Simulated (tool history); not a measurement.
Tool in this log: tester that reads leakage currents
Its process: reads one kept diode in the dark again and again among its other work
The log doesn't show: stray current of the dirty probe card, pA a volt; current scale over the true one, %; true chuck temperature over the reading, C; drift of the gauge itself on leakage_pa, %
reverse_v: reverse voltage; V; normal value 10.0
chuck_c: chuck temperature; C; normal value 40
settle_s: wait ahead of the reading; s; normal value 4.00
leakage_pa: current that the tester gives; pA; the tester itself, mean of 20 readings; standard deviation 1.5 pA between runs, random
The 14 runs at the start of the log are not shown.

run	hour	reverse_v	chuck_c	settle_s	hours of work since the probe card was cleaned	hours of work since the tester was calibrated	hours of work since the chuck was calibrated	leakage_pa
15	2075.9	10.0	40	4.00	320	271	1381	512.11
16	2183.2	10.0	40	4.00	388	338	1449	511.93
17	2368.3	10.0	40	0.80	504	455	1565	508.27
# hour 2411.7: chuck's temperature calibrated
18	2548.3	10.0	40	5.74	615	566	86	513.37
19	2688.4	10.0	40	5.74	703	654	173	509.85
20	2808.2	10.0	28	4.00	778	729	249	224.39
21	2933.4	10.0	28	4.00	857	808	327	225.18
22	3117.4	10.0	57	4.00	972	923	442	1485.61
23	3306.5	10.1	22	1.05	1091	1042	561	147.21

What does the tool deliver on the next run?
24	3458.7	2.7	32	0.44	1186	1137	656	?

Run 24 came out at leakage_pa 178.66 pA.
If the tool had no hidden condition, the same run with the same run-to-run variation would have returned leakage_pa 178.53 pA.
